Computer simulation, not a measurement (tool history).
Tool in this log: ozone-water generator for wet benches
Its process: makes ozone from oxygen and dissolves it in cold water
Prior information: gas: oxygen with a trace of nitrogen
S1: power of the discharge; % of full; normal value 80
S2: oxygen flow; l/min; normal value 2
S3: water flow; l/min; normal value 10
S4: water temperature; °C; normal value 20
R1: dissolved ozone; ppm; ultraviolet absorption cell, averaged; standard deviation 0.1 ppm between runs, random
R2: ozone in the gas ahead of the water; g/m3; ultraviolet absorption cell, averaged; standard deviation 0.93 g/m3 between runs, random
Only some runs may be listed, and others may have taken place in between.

{"run": 1, "day": 0.0, "S1": 80, "S2": 2, "S3": 10, "S4": 20, "R1": 14.6, "R2": 154.8}
{"run": 2, "day": 4.338, "S1": 80, "S2": 2, "S3": 10, "S4": 20, "R1": 15, "R2": 156.5}
{"run": 3, "day": 8.9, "S1": 80, "S2": 2, "S3": 10, "S4": 20, "R1": 14.9, "R2": 156.9}
{"run": 4, "day": 12.717, "S1": 80, "S2": 2, "S3": 10, "S4": 20, "R1": 15.1, "R2": 155.2}
{"run": 5, "day": 16.904, "S1": 80, "S2": 2, "S3": 10, "S4": 20, "R1": 14.9, "R2": 155.9}
{"run": 6, "day": 20.329, "S1": 80, "S2": 2, "S3": 10, "S4": 20, "R1": 14.9, "R2": 154.1}
{"run": 7, "day": 23.358, "S1": 80, "S2": 2, "S3": 10, "S4": 20, "R1": 15, "R2": 155.4}
{"run": 8, "day": 27.038, "S1": 80, "S2": 2, "S3": 10, "S4": 20, "R1": 14.8, "R2": 155.5}
{"run": 9, "day": 29.162, "S1": 80, "S2": 2, "S3": 6, "S4": 20, "R1": 21.3, "R2": 155.5}
{"run": 10, "day": 31.538, "S1": 80, "S2": 2, "S3": 10, "S4": 20, "R1": 14.9, "R2": 155.4}
{"run": 11, "day": 35.408, "S1": 80, "S2": 2, "S3": 10, "S4": 17, "R1": 15.5, "R2": 154.7}
{"run": 12, "day": 38.821, "S1": 80, "S2": 2, "S3": 10, "S4": 20, "R1": 15, "R2": 155.3}
{"run": 13, "day": 43.254, "S1": 80, "S2": 2, "S3": 10, "S4": 20, "R1": 14.9, "R2": 155.1}
{"run": 14, "day": 46.038, "S1": 80, "S2": 2, "S3": 10, "S4": 20, "R1": 14.8, "R2": 152.4}
{"run": 15, "day": 49.7, "S1": 80, "S2": 2.84, "S3": 10, "S4": 20, "R1": 14.6, "R2": 125}
{"run": 16, "day": 52.7, "S1": 80, "S2": 1.12, "S3": 10, "S4": 20, "R1": 14.6, "R2": 220.2}
{"run": 17, "day": 55.967, "S1": 90, "S2": 3.13, "S3": 12, "S4": 14, "R1": 15.2, "R2": 125.8}
{"run": 18, "day": 58.533, "S1": 90, "S2": 3.13, "S3": 12, "S4": 14, "R1": 14.9, "R2": 126.6}
{"run": 19, "day": 61.233, "S1": 80, "S2": 1.52, "S3": 10, "S4": 20, "R1": 14.9, "R2": 182.2}
{"run": 20, "day": 63.233, "S1": 80, "S2": 1.52, "S3": 10, "S4": 20, "R1": 14.8, "R2": 181.8}
{"run": 21, "day": 67.629, "S1": 80, "S2": 2, "S3": 7, "S4": 21, "R1": 18.9, "R2": 153.5}
{"run": 22, "day": 71.233, "S1": 80, "S2": 2, "S3": 7, "S4": 21, "R1": 18.8, "R2": 153.9}
{"run": 23, "day": 74.45, "S1": 80, "S2": 2, "S3": 7, "S4": 21, "R1": 19, "R2": 155.2}
{"run": 24, "day": 77.95, "S1": 80, "S2": 2, "S3": 7, "S4": 21, "R1": 19, "R2": 153.4}
{"run": 25, "day": 79.8, "S1": 76, "S2": 2.09, "S3": 6, "S4": 13, "R1": 22.9, "R2": 144.2}
{"run": 26, "day": 82.146, "S1": 91, "S2": 2, "S3": 9, "S4": 20, "R1": 17.8, "R2": 165.1}
{"run": 27, "day": 84.888, "S1": 53, "S2": 3.25, "S3": 9, "S4": 12, "R1": 13.4, "R2": 86.1}
{"run": 28, "day": 87.217, "S1": 53, "S2": 3.25, "S3": 9, "S4": 12, "R1": 13.5, "R2": 86.5}
{"run": 29, "day": 91.021, "S1": 80, "S2": 2, "S3": 10, "S4": 20, "R1": 14.9, "R2": 153.6}
{"run": 30, "day": 94.675, "S1": 80, "S2": 2, "S3": 9, "S4": 20, "R1": 16.4, "R2": 153.3}
{"run": 31, "day": 97.138, "S1": 76, "S2": 1.29, "S3": 16, "S4": 20, "R1": 9.3, "R2": 193.5}
{"run": 32, "day": 99.708, "S1": 76, "S2": 1.29, "S3": 16, "S4": 20, "R1": 9.2, "R2": 192.3}

Predict each of these 5 candidate next runs independently; none follows another, all start after run 32:
{"run": "A", "day": 102.862, "S1": 51, "S2": 2.28, "S3": 10, "S4": 20, "R1": "?", "R2": "?"}
{"run": "B", "day": 102.862, "S1": 48, "S2": 2, "S3": 16, "S4": 20, "R1": "?", "R2": "?"}
{"run": "C", "day": 102.862, "S1": 81, "S2": 2, "S3": 10, "S4": 18, "R1": "?", "R2": "?"}
{"run": "D", "day": 102.862, "S1": 73, "S2": 2, "S3": 8, "S4": 12, "R1": "?", "R2": "?"}
{"run": "E", "day": 102.862, "S1": 76, "S2": 2.05, "S3": 16, "S4": 16, "R1": "?", "R2": "?"}

run=A R1=11.1 R2=104.8
run=B R1=7.1 R2=108.8
run=C R1=15.4 R2=153.1
run=D R1=18.3 R2=142.9
run=E R1=10.3 R2=145.4
What these runs would have given with no unlogged condition in the tool:
run=A R1=11.1 R2=107.6
run=B R1=7.1 R2=111.7
run=C R1=15.4 R2=157.2
run=D R1=18.4 R2=146.8
run=E R1=10.3 R2=149.3
